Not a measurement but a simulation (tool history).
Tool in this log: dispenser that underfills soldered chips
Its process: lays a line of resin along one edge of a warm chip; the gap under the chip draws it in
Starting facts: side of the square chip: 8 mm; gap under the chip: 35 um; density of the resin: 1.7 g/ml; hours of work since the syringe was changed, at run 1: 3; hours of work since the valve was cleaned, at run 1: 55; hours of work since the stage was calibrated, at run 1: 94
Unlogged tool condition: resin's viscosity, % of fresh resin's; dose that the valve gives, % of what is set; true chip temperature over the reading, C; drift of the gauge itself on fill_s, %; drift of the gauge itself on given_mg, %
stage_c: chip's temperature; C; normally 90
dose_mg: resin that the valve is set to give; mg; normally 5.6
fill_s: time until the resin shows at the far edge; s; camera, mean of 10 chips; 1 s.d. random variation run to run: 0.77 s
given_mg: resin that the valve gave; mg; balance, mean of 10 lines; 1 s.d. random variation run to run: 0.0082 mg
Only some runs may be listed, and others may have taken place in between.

run	hour	stage_c	dose_mg	hours of work since the syringe was changed	hours of work since the valve was cleaned	hours of work since the stage was calibrated	fill_s	given_mg
1	0	90	5.6	3	55	94	88	5.501
2	10	90	6.62	9	62	100	136.2	6.488
# hour 13.8: new syringe of resin
3	16.8	90	6.62	2	66	105	80.6	6.47
4	25.3	90	5.6	7	71	110	121.6	5.478
# hour 32.6: new syringe of resin
5	33.9	90	5.6	1	77	115	76.3	5.463
6	42	90	5.6	6	82	120	109.1	5.458
7	48.3	90	5.6	10	86	124	146.3	5.439
# hour 51.5: new syringe of resin
8	55.3	90	5.42	2	90	129	88.2	5.268
9	63.2	90	5.42	7	95	134	125.6	5.247
10	68.7	90	5.42	11	99	137	157	5.247
# hour 70.8: new syringe of resin
# hour 74.3: dispensing valve cleaned and set on the balance
11	80.2	90	5.6	5	4	144	104	5.599
12	88.5	89	5.6	11	9	149	155.9	5.594
# hour 90.6: new syringe of resin
13	97.5	87	5.6	4	15	154	111.6	5.575
14	105.6	87	5.6	10	20	160	158.8	5.58
# hour 109.5: new syringe of resin
15	110.5	87	5.6	1	23	163	85	5.583
16	116	87	5.6	4	26	166	108.3	5.56
17	126.8	90	5.81	11	33	173	155.7	5.758
# hour 128.5: new syringe of resin
18	134	90	5.81	4	37	177	92.4	5.737
19	141.8	91	7.11	8	42	182	123.5	7.023
# hour 147.1: new syringe of resin
20	151.6	91	7.11	3	48	188	83.3	6.99
21	160.9	91	7.11	9	54	194	128	6.986
# hour 165.9: new syringe of resin
22	170.4	94	5.5	3	60	200	72.2	5.399
23	177.4	94	5.5	7	65	205	101.2	5.404
# hour 185: new syringe of resin
24	188.3	94	5.5	2	71	211	71.8	5.389
25	195.7	77	4.93	7	76	216	226.2	4.803
26	200.9	94	5.6	10	79	219	122.8	5.473
# hour 203.7: new syringe of resin
27	211.5	80	5.67	5	86	226	165.9	5.521
28	221.2	80	5.67	11	92	232	256.2	5.512
# hour 222.7: new syringe of resin
29	230.8	80	5.67	5	98	238	167.3	5.511
# hour 237.5: dispensing valve cleaned and set on the balance
30	238.3	80	5.67	9	1	242	223.8	5.645
# hour 242.5: new syringe of resin
31	246.2	101	4.94	2	5	247	55.4	4.912
32	257.1	98	5.8	9	12	254	100.3	5.754
# hour 261.4: new syringe of resin
33	262.4	98	5.8	1	15	257	55.7	5.766
34	268.8	98	5.8	5	20	261	72.1	5.749
35	277.6	98	5.8	10	25	267	108.1	5.742

Measured minus without-hidden-state, run by run (identical run-to-run variation in each term; gauge scatter may differ):
run	fill_s	given_mg
1	+17.7	-0.1
2	+66	-0.132
3	+11.8	-0.141
4	+50	-0.129
5	+6.1	-0.138
6	+38.9	-0.146
7	+74.5	-0.154
8	+16.9	-0.156
9	+54	-0.165
10	+87.5	-0.169
11	+33.5	-0.001
12	+81.9	-0.011
13	+31.6	-0.02
14	+79.2	-0.029
15	+5.4	-0.035
16	+28.8	-0.041
17	+84.7	-0.055
18	+22.8	-0.062
19	+57.2	-0.087
20	+17.2	-0.1
21	+60.7	-0.114
22	+14.2	-0.098
23	+41.2	-0.106
24	+12.6	-0.116
25	+92.6	-0.111
26	+64.9	-0.133
27	+54.1	-0.145
28	+144	-0.157
29	+55.8	-0.167
30	+110.7	-0.021
31	+10.6	-0.026
32	+50.3	-0.044
33	+5.8	-0.049
34	+23.5	-0.057
35	+58.5	-0.067
